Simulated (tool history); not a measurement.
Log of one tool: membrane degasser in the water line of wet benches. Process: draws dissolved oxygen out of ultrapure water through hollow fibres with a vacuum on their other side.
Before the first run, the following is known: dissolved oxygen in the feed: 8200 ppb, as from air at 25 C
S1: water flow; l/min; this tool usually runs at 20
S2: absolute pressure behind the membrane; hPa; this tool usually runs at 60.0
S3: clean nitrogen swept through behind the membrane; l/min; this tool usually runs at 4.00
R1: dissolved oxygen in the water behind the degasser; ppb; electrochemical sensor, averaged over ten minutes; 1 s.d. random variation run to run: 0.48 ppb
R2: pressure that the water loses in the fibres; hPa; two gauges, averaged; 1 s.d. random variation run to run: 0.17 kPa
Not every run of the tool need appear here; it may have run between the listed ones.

run,day,S1,S2,S3,R1,R2
1,0.000,20,60.0,4.00,40.8,312.9
2,7.629,20,96.4,4.00,84.9,312.0
3,18.479,20,57.4,4.00,37.7,315.8
4,23.179,20,105.6,4.00,93.6,314.3
5,31.388,20,105.6,4.00,95.9,315.3
6,41.575,20,105.6,4.00,95.6,315.3
7,47.779,20,60.0,4.00,42.4,318.1
8,57.354,24,60.0,4.00,55.4,383.8
9,67.925,20,60.0,4.00,40.6,316.5
10,72.629,20,60.0,4.00,40.8,319.5
11,80.688,20,60.0,11.93,18.5,318.4
12,87.558,25,60.0,4.00,58.3,396.1
13,93.967,25,60.0,7.89,38.5,399.4
14,101.729,25,60.0,7.89,37.1,398.5
# day 106.046: seals of the vacuum lines changed
15,108.754,20,132.7,4.00,130.1,317.9
16,113.533,20,132.7,4.00,128.4,323.4
17,122.983,14,95.3,11.21,21.0,224.2
18,130.362,19,46.6,6.66,16.7,305.1
19,136.683,25,60.0,7.93,39.2,401.3
20,146.854,16,48.5,7.93,11.1,255.7
21,152.488,22,47.5,3.62,35.0,353.8
22,157.338,22,43.8,2.07,44.8,352.5
23,167.408,22,43.8,2.07,44.1,355.2
24,172.338,26,63.3,4.00,70.9,420.4
25,177.396,17,59.7,2.45,53.5,273.0
26,183.179,17,59.7,2.45,52.9,273.5
27,192.179,20,40.2,4.00,19.5,320.8
28,199.146,20,40.2,2.82,25.1,322.2
29,209.058,20,40.2,2.82,24.8,325.1
30,218.788,20,40.2,2.82,25.6,323.8
31,230.138,20,40.2,2.82,25.7,325.7
32,239.588,20,62.3,4.00,47.1,322.9

A few steps of R1 between consecutive runs. Split each: what settings, incoming material and random variation would produce without the hidden state, and what is left over for the hidden state, along with gauge scatter present in only one of the two compared results (measured, and without hidden state):
The hidden state here: membrane still open, %; true pressure behind the membrane over the reading, kPa; air that leaks in behind the membrane, l/min; drift of the gauge itself on oxygen_ppb, %; drift of the gauge itself on loss_of_pressure_kpa, %.
Run 3 -> 4: S2 57.4 -> 105.6. R1 +55.9 ppb: hidden state +0.3, all else +55.6.
Run 14 -> 15: S1 25 -> 20, S2 60.0 -> 132.7, S3 7.89 -> 4.00, seals of the vacuum lines changed. R1 +93.0 ppb: hidden state -2.5, all else +95.5.
Run 16 -> 17: S1 20 -> 14, S2 132.7 -> 95.3, S3 4.00 -> 11.21. R1 -107.4 ppb: hidden state -3.6, all else -103.8.
Run 19 -> 20: S1 25 -> 16, S2 60.0 -> 48.5. R1 -28.1 ppb: hidden state -5.8, all else -22.3.
Run 20 -> 21: S1 16 -> 22, S2 48.5 -> 47.5, S3 7.93 -> 3.62. R1 +23.9 ppb: hidden state +5.3, all else +18.6.
Run 24 -> 25: S1 26 -> 17, S2 63.3 -> 59.7, S3 4.00 -> 2.45. R1 -17.4 ppb: hidden state -5.8, all else -11.6.

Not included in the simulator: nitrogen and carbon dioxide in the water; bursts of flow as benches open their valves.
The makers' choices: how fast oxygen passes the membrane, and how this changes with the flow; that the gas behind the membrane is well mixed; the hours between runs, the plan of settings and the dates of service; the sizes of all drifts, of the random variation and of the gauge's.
